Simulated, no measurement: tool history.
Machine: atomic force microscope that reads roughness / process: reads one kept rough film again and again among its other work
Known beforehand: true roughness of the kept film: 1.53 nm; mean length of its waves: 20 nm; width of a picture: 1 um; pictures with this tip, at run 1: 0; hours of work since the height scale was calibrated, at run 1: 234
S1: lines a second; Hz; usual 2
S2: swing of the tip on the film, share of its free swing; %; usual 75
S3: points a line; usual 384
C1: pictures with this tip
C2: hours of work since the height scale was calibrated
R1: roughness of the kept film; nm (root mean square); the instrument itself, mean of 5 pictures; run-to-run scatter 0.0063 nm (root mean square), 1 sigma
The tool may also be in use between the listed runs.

run   hour    S1  S2    S3   C1   C2     R1
  1      0     2  75   384    0  234  1.205
  2   13.7     2  75   384   15  240  1.202
  3   41.6     2  75   384   46  252  1.176
  4   69.5   0.7  75   384   76  264  1.233
  5   87.9   0.7  75   384   97  272  1.235
  6  114.5   0.7  62   384  126  284   1.25
  7  128.7   0.7  62   384  141  290  1.239
  8  157.8   0.7  62   384  173  303  1.215
  9  181.7  2.13  75   384  200  313  1.091
 10  199.8  0.63  75   384  220  321  1.188
 11  227.1  1.45  57  1010  250  333  1.191

Consider 3 possible next runs. They are alternatives, not a sequence: every one starts from the tool as it was left by run 11. What does each give?
  A  253.5  3.16  79  384  279  344   ?
  B  253.5     2  86  616  279  344   ?
  C  253.5  1.46  76  554  279  344   ?

run     R1
  A   0.98
  B  1.002
  C  1.112
Stripped of hidden state, with their random variation kept, the same runs would have yielded:
run     R1
  A  1.113
  B  1.138
  C  1.263

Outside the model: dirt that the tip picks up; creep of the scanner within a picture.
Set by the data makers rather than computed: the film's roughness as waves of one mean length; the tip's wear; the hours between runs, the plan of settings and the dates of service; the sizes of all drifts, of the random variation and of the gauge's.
